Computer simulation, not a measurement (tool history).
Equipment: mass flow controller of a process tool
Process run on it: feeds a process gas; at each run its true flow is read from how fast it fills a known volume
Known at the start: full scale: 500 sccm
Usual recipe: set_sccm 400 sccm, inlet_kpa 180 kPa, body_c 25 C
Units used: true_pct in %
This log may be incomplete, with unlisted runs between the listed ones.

| run | hour | set_sccm | inlet_kpa | body_c | true_pct |
|---|---|---|---|---|---|
| 1 | 0.0 | 400 | 180 | 25 | 97.68 |
| 2 | 232.2 | 400 | 180 | 25 | 97.65 |
| 3 | 400.9 | 400 | 180 | 25 | 97.48 |
| 4 | 558.4 | 400 | 180 | 25 | 97.59 |
| 5 | 924.8 | 400 | 180 | 25 | 97.43 |
| 6 | 1268.2 | 400 | 180 | 25 | 97.37 |
| 7 | 1603.2 | 400 | 180 | 25 | 97.39 |
| 8 | 1790.5 | 400 | 180 | 25 | 97.33 |
| 9 | 2078.8 | 400 | 180 | 25 | 97.29 |
| 10 | 2379.2 | 400 | 163 | 25 | 97.14 |
| 11 | 2758.6 | 400 | 163 | 25 | 97.15 |
|  | 2774.7 | controller's zero set anew |
| 12 | 3095.6 | 400 | 163 | 25 | 96.66 |
| 13 | 3353.5 | 400 | 163 | 25 | 96.49 |
| 14 | 3614.4 | 400 | 194 | 38 | 95.38 |
| 15 | 3856.8 | 400 | 194 | 38 | 95.20 |
| 16 | 4137.9 | 317 | 158 | 22 | 95.86 |
| 17 | 4340.5 | 317 | 158 | 22 | 95.75 |
|  | 4626.1 | controller's zero set anew, once more |
| 18 | 4712.8 | 317 | 158 | 22 | 97.42 |
| 19 | 5048.6 | 485 | 180 | 39 | 97.01 |
| 20 | 5281.6 | 485 | 180 | 39 | 96.85 |
| 21 | 5610.1 | 126 | 151 | 34 | 94.80 |
| 22 | 5824.2 | 400 | 273 | 24 | 97.59 |
| 23 | 6192.3 | 251 | 273 | 35 | 95.36 |
| 24 | 6560.3 | 251 | 273 | 35 | 95.34 |
| 25 | 6942.1 | 62 | 189 | 34 | 93.15 |

For each run, the measured value with the value that run would have given without the tool's hidden condition subtracted. The run-to-run variation is shared by both, the gauge scatter possibly not:
Hidden state present: flow at rest that the sensor doesn't see, % of full scale; true flow over the shown one, %; drift of the gauge itself on true_pct, %.
| run | true_pct |
|---|---|
| 1 | -1.71 |
| 2 | -1.75 |
| 3 | -1.78 |
| 4 | -1.81 |
| 5 | -1.88 |
| 6 | -1.95 |
| 7 | -2.01 |
| 8 | -2.05 |
| 9 | -2.11 |
| 10 | -2.16 |
| 11 | -2.23 |
| 12 | -2.81 |
| 13 | -2.85 |
| 14 | -2.90 |
| 15 | -2.95 |
| 16 | -3.39 |
| 17 | -3.44 |
| 18 | -1.63 |
| 19 | -1.67 |
| 20 | -1.72 |
| 21 | -2.03 |
| 22 | -1.84 |
| 23 | -2.00 |
| 24 | -2.08 |
| 25 | -3.15 |

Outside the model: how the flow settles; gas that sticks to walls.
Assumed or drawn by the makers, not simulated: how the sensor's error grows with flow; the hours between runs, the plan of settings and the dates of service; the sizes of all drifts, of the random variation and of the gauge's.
